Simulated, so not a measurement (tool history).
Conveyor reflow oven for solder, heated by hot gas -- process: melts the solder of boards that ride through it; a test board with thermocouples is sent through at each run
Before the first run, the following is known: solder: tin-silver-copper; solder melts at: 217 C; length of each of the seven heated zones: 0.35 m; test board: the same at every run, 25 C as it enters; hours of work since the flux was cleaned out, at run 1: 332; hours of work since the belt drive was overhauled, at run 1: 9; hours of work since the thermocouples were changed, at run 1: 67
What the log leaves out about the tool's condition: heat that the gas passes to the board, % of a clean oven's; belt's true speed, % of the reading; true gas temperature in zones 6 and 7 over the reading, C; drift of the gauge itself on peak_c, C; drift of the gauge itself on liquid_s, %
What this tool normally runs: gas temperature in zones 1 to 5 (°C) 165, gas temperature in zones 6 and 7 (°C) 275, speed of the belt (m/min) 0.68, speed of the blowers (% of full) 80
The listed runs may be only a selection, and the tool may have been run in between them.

run,hour,gas temperature in zones 1 to 5 (°C),gas temperature in zones 6 and 7 (°C),speed of the belt (m/min),speed of the blowers (% of full),hours of work since the flux was cleaned out,hours of work since the belt drive was overhauled,hours of work since the thermocouples were changed,highest temperature of the board (°C),time above the solder's melting point (s)
1,0,165,275,0.68,80,332,9,67,259.1,47.2
2,25,165,275,0.68,66,342,19,77,255.5,45
3,46.2,165,275,0.68,80,351,28,86,258.3,47.3
4,66.4,165,275,0.68,80,359,37,95,258.3,47
5,91.9,165,275,0.68,80,370,47,105,258.2,47
# hour 119.5: flux residue cleaned out of gas plates and filters
6,120.2,165,275,0.68,80,0,57,115,259.6,48.4
7,141.5,165,275,0.68,80,9,66,124,260.3,48.6
8,155.7,157,275,0.68,80,15,72,130,259.1,46.1
9,167.6,165,275,0.68,63,20,77,135,256.3,45.8
10,191.3,165,275,0.68,63,30,87,144,255.1,45.8
11,211.8,168,268,0.68,80,38,95,153,254.6,46.1
12,236.5,160,271,0.818,79,49,105,163,248.4,32.6
13,248.9,163,270,0.558,75,54,110,168,260.3,59.4
14,275.7,150,263,0.545,75,65,122,180,252.3,53.2
15,291.2,165,270,0.689,60,71,128,186,249.5,41.5

How the hidden state differs across the entries between the runs, from the last listed run before each to the first after it:
Run 5 -> run 6: flux residue cleaned out of gas plates and filters (hour 119.5)
  heat that the gas passes to the board, % of a clean oven's: 91.4 -> 99.4; belt's true speed, % of the reading: 100 -> 99.98; true gas temperature in zones 6 and 7 over the reading, C: 0.11 -> 0.09
  measured value less the no-hidden-state value, highest temperature of the board (°C): -2.1 -> -0.1; time above the solder's melting point (s): -1.4 -> +0

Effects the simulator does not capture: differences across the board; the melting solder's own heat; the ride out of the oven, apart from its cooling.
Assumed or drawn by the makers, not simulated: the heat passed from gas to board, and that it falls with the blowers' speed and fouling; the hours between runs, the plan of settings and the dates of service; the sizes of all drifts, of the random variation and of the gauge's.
